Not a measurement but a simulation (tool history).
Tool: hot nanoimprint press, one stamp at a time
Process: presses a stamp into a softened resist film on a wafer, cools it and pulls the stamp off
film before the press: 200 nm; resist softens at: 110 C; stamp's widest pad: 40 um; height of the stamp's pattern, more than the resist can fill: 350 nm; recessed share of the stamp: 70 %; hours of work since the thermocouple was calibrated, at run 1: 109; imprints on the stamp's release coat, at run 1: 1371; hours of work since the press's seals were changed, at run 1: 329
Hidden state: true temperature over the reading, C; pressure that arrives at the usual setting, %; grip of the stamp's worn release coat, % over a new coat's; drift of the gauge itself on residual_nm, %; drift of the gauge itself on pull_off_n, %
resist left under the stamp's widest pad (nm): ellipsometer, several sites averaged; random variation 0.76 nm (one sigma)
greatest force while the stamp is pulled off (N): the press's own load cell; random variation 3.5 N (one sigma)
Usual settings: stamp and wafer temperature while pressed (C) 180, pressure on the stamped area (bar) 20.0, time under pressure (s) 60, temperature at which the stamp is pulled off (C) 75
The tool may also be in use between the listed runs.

run,hour,stamp and wafer temperature while pressed (C),pressure on the stamped area (bar),time under pressure (s),temperature at which the stamp is pulled off (C),hours of work since the thermocouple was calibrated,imprints on the stamp's release coat,hours of work since the press's seals were changed,resist left under the stamp's widest pad (nm),greatest force while the stamp is pulled off (N)
1,0.0,180,20.0,60,75,109,1371,329,96.0,188
2,67.6,180,20.0,60,75,149,1628,369,98.2,184
# hour 103.7: stamp cleaned and given a new release coat
3,115.4,173,20.0,60,75,174,45,394,132.5,171
4,144.6,180,20.0,60,75,191,156,411,99.0,170
5,199.3,180,20.0,60,75,223,364,443,97.5,179
6,241.3,180,20.0,60,75,248,524,468,101.3,182
7,275.4,180,20.0,60,63,268,654,488,100.6,209
8,319.2,180,20.0,60,75,294,820,514,101.0,180
9,354.3,169,20.0,60,75,314,954,534,154.1,183
# hour 368.6: press's hydraulic seals changed and the load cell set to zero
10,395.3,169,20.0,60,75,334,1080,16,152.8,189
# hour 402.9: plate thermocouple calibrated
11,445.4,169,20.0,60,75,25,1259,43,156.5,189
12,483.9,180,20.0,57,75,48,1405,66,106.2,193
# hour 533.9: plate thermocouple calibrated, once more
13,550.7,180,20.0,60,75,10,1648,104,94.3,188
# hour 582.5: stamp cleaned and given a new release coat
14,622.3,180,20.0,70,75,49,151,142,91.3,171
15,685.1,180,20.0,70,75,85,390,179,89.7,179
16,729.9,178,24.3,34,75,112,561,206,120.6,179
17,784.2,180,20.0,60,77,144,767,238,97.0,171
18,832.1,180,31.9,60,67,172,950,266,81.7,205
19,903.4,180,31.9,60,67,214,1221,308,81.0,213
20,954.2,179,20.0,43,75,244,1414,338,116.8,190
21,990.2,179,20.0,43,75,265,1551,359,114.6,198
# hour 1042.7: stamp cleaned and given a new release coat
22,1059.9,186,20.0,71,73,303,66,397,70.8,174
23,1123.2,186,15.3,53,74,340,306,434,88.3,183
# hour 1149.9: plate thermocouple calibrated
24,1156.6,186,15.3,53,74,4,422,452,82.9,178
25,1210.8,186,31.8,67,68,36,629,484,55.0,190
26,1246.2,186,15.2,67,64,57,763,505,77.6,203
# hour 1313.0: press's hydraulic seals changed and the load cell set to zero
27,1317.2,186,12.7,67,64,94,1003,3,83.6,212
28,1388.0,186,17.4,67,64,136,1272,44,73.2,217
29,1435.3,178,25.4,77,61,163,1452,72,88.4,229

5 ways to go on from here, each from the tool as it stands after run 29. What would each give?
A,1471.7,178,13.1,72,61,185,1591,94,?,?
B,1471.7,187,13.1,55,75,185,1591,94,?,?
C,1471.7,178,14.9,116,75,185,1591,94,?,?
D,1471.7,180,20.0,60,67,185,1591,94,?,?
E,1471.7,180,20.0,101,62,185,1591,94,?,?

run,resist left under the stamp's widest pad (nm),greatest force while the stamp is pulled off (N)
A,115.1,223
B,86.0,191
C,92.8,187
D,97.4,213
E,78.0,219
Without the tool's hidden state the same runs would have given:
run,resist left under the stamp's widest pad (nm),greatest force while the stamp is pulled off (N)
A,112.7,200
B,84.1,171
C,90.5,167
D,95.1,191
E,75.9,196

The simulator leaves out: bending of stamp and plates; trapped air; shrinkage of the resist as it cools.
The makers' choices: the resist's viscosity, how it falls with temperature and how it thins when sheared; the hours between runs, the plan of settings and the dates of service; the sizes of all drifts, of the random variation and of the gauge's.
